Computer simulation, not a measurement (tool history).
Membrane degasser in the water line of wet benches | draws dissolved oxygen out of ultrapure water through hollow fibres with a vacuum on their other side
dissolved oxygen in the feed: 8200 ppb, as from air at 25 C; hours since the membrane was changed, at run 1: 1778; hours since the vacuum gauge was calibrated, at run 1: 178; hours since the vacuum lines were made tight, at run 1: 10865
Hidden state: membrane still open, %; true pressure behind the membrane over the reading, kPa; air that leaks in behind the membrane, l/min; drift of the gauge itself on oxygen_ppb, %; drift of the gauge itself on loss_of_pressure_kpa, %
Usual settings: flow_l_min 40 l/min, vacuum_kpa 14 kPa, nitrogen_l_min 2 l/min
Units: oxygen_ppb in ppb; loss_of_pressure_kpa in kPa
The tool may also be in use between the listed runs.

run	hour	flow_l_min	vacuum_kpa	nitrogen_l_min	hours since the membrane was changed	hours since the vacuum gauge was calibrated	hours since the vacuum lines were made tight	oxygen_ppb	loss_of_pressure_kpa
1	0	40	14	2	1778	178	10865	746.8	44.07
2	48.5	40	14	2	1826	227	10913	742.9	44.29
3	86.9	40	14	2	1865	265	10952	749.2	44.23
4	113.9	37	14	2	1892	292	10979	680.9	41.08
5	148.8	40	14	2	1927	327	11013	752	44.14
6	188.3	40	14	2	1966	367	11053	738	43.93
7	220.9	40	14	2	1999	399	11086	736.9	44.01
8	256.9	32	14	2	2035	435	11122	590.3	35.41
9	303.2	40	14	2	2081	482	11168	745.2	44.12
10	338.9	40	18.2	2	2117	517	11204	883.3	44.48
11	374.5	40	18.2	2	2152	553	11239	899.8	44.37
12	403.7	40	18.2	2	2182	582	11268	887.6	44.22
13	433.4	54	16.3	2	2211	612	11298	1101.9	59.68
14	458.5	40	11.9	1.49	2236	637	11323	772.1	44.23
15	490.6	40	11.9	1.49	2268	669	11355	765.7	44.57
16	511.5	61	11.7	4.13	2289	690	11376	786	67.72
17	539.7	39	10.6	2	2317	718	11404	588.7	43.15
18	584.5	40	10.1	2.14	2362	763	11449	572.3	43.92
19	619.1	35	10.3	1.78	2397	798	11484	540.6	39.01
20	663.9	35	10.3	1.14	2442	842	11529	672.8	38.79
21	688.9	34	10.3	1.14	2467	867	11554	646.8	37.69
22	722.8	34	10.3	1.14	2501	901	11588	646.6	37.73
23	765.3	40	20.6	1.99	2543	944	11630	985.2	44.11

5 ways to go on from here, each from the tool as it stands after run 23. What would each give?
A	813	40	9	2.17	2591	991	11678	?	?
B	813	54	16.6	1.25	2591	991	11678	?	?
C	813	57	27.2	4.01	2591	991	11678	?	?
D	813	40	20.6	5.12	2591	991	11678	?	?
E	813	47	18.6	0.82	2591	991	11678	?	?

run	oxygen_ppb	loss_of_pressure_kpa
A	523.6	43.84
B	1395.3	59.94
C	1145.2	63.22
D	608.8	43.98
E	1659.4	51.78
Without the tool's hidden state the same runs would have given:
run	oxygen_ppb	loss_of_pressure_kpa
A	508.3	43.27
B	1378.2	59.16
C	1123.9	62.4
D	592	43.41
E	1647.6	51.11
